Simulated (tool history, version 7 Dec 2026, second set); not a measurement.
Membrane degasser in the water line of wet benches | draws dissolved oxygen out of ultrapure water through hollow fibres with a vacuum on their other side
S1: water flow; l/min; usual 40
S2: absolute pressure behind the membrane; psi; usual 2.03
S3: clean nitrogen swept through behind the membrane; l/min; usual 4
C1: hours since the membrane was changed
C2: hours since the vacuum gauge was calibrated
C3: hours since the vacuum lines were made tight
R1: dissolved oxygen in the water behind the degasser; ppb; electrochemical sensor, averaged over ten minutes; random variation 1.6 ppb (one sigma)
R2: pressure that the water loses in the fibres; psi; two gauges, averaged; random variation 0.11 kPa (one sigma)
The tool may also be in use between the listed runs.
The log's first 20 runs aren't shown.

run,day,S1,S2,S3,C1,C2,C3,R1,R2
21,33.638,40,2.03,7.91,3109,229,4406,202.2,4.06
22,35.338,40,2.03,10.07,3149,270,4447,176.4,4.052
23,37.746,40,3.26,1.9,3207,328,4505,890.8,4.058
24,40.058,28,2.03,7.04,3263,383,4560,126.5,2.853
25,42.446,28,2.03,7.04,3320,440,4618,125.2,2.828
# day 44.838: seals of the vacuum lines changed
26,44.95,40,4.39,8.24,3378,499,3,379.7,4.07
27,46.304,44,3.15,11.07,3411,531,35,269.1,4.444
28,47.429,28,4.53,11.07,3438,558,62,190.9,2.851
29,48.975,27,4.45,4.39,3475,595,99,409.9,2.775
30,50.808,31,1.54,1.83,3519,639,143,305.1,3.157
31,52.4,31,1.54,1.83,3557,677,182,309.1,3.163

Forecast each of these 4 alternatives for the next run:
A,53.746,64,1.54,1.83,3589,710,214,?,?
B,53.746,28,1.67,9.67,3589,710,214,?,?
C,53.746,40,2.03,3.39,3589,710,214,?,?
D,53.746,40,4.63,6.54,3589,710,214,?,?

run,R1,R2
A,742.4,6.528
B,79.2,2.838
C,354.4,4.089
D,471.2,4.044
Without the tool's hidden state the same runs would have given:
run,R1,R2
A,722.6,6.412
B,76.3,2.788
C,346.2,4.016
D,463.8,3.971

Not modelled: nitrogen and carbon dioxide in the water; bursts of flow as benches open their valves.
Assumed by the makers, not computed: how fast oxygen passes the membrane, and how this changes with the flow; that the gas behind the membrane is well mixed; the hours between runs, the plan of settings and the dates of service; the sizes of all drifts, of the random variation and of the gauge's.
